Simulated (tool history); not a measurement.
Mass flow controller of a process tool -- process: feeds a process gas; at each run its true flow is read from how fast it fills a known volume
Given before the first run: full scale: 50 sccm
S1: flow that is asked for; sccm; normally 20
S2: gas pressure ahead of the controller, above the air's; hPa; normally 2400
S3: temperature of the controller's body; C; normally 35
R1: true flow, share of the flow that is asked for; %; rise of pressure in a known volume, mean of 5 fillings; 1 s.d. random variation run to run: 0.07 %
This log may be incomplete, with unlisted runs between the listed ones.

{"run": 1, "hour": 0.0, "S1": 20, "S2": 2400, "S3": 35, "R1": 102.58}
{"run": 2, "hour": 161.7, "S1": 20, "S2": 1920, "S3": 35, "R1": 102.21}
{"run": 3, "hour": 456.8, "S1": 20, "S2": 1920, "S3": 35, "R1": 102.32}
{"run": 4, "hour": 709.0, "S1": 20, "S2": 2400, "S3": 35, "R1": 102.81}
{"run": 5, "hour": 857.0, "S1": 20, "S2": 2400, "S3": 35, "R1": 102.78}
{"run": 6, "hour": 1107.8, "S1": 20, "S2": 2400, "S3": 35, "R1": 102.86}
{"run": 7, "hour": 1330.8, "S1": 20, "S2": 2400, "S3": 35, "R1": 103.02}
{"run": 8, "hour": 1640.3, "S1": 20, "S2": 2210, "S3": 35, "R1": 102.86}
{"run": 9, "hour": 1891.5, "S1": 20, "S2": 2210, "S3": 35, "R1": 103}
{"run": 10, "hour": 2160.7, "S1": 20, "S2": 2210, "S3": 35, "R1": 103.13}
{"run": 11, "hour": 2439.7, "S1": 20, "S2": 2400, "S3": 35, "R1": 103.12}
{"run": 12, "hour": 2650.7, "S1": 20, "S2": 2400, "S3": 35, "R1": 103.21}
{"run": 13, "hour": 2905.6, "S1": 20, "S2": 2400, "S3": 35, "R1": 98.79}
{"run": 14, "hour": 3198.1, "S1": 20, "S2": 2400, "S3": 35, "R1": 98.8}
{"run": 15, "hour": 3508.9, "S1": 20, "S2": 2400, "S3": 35, "R1": 98.8}
{"run": 16, "hour": 3679.9, "S1": 20, "S2": 2400, "S3": 35, "R1": 98.78}
{"run": 17, "hour": 3861.4, "S1": 20, "S2": 2400, "S3": 32, "R1": 98.96}
{"run": 18, "hour": 4157.8, "S1": 8, "S2": 2400, "S3": 25, "R1": 98.47}
{"run": 19, "hour": 4483.9, "S1": 18, "S2": 2400, "S3": 28, "R1": 99.23}
{"run": 20, "hour": 4656.1, "S1": 35, "S2": 1780, "S3": 28, "R1": 99.55}
{"run": 21, "hour": 4949.2, "S1": 36, "S2": 2400, "S3": 35, "R1": 99.91}
{"run": 22, "hour": 5253.8, "S1": 20, "S2": 1970, "S3": 35, "R1": 98.92}
{"run": 23, "hour": 5450.7, "S1": 6, "S2": 2170, "S3": 26, "R1": 98.14}
{"run": 24, "hour": 5694.2, "S1": 6, "S2": 2170, "S3": 26, "R1": 98.19}
{"run": 25, "hour": 6008.1, "S1": 6, "S2": 2170, "S3": 26, "R1": 98.09}
{"run": 26, "hour": 6297.3, "S1": 6, "S2": 2170, "S3": 26, "R1": 98.29}
{"run": 27, "hour": 6523.3, "S1": 6, "S2": 2170, "S3": 26, "R1": 98.25}
{"run": 28, "hour": 6748.5, "S1": 35, "S2": 2170, "S3": 23, "R1": 100.63}
{"run": 29, "hour": 6971.3, "S1": 5, "S2": 2680, "S3": 39, "R1": 97.93}
{"run": 30, "hour": 7148.0, "S1": 48, "S2": 2400, "S3": 28, "R1": 101.35}
{"run": 31, "hour": 7425.7, "S1": 24, "S2": 1440, "S3": 33, "R1": 99.35}
{"run": 32, "hour": 7558.3, "S1": 24, "S2": 1440, "S3": 33, "R1": 99.39}
{"run": 33, "hour": 7699.3, "S1": 24, "S2": 1440, "S3": 33, "R1": 99.49}
{"run": 34, "hour": 8016.9, "S1": 24, "S2": 1440, "S3": 33, "R1": 99.58}

The log once held 3 entries between its listed runs, left out of this copy. Where does each go, and what is different about the tool's unlogged condition between the listed run before it and the listed run after it?
Logged between run 10 and run 11: controller's zero set anew (hour 2183.7)
  flow at rest that the sensor doesn't see, % of full scale: -0.143 -> -0.219; true flow over the shown one, %: 4.71 -> 4.81
  the result without the hidden state subtracted from the measured one, R1: +4.35 -> +4.25 %
Logged between run 12 and run 13: controller exchanged for a calibrated one (hour 2763.4)
  flow at rest that the sensor doesn't see, % of full scale: -0.227 -> -0.012; true flow over the shown one, %: 4.89 -> -0.12
  the result without the hidden state subtracted from the measured one, R1: +4.32 -> -0.14 %
Logged between run 13 and run 14: controller's zero set anew, once more (hour 2926.8)
  flow at rest that the sensor doesn't see, % of full scale: -0.012 -> -0.041; true flow over the shown one, %: -0.12 -> -0.01
  the result without the hidden state subtracted from the measured one, R1: -0.14 -> -0.11 %

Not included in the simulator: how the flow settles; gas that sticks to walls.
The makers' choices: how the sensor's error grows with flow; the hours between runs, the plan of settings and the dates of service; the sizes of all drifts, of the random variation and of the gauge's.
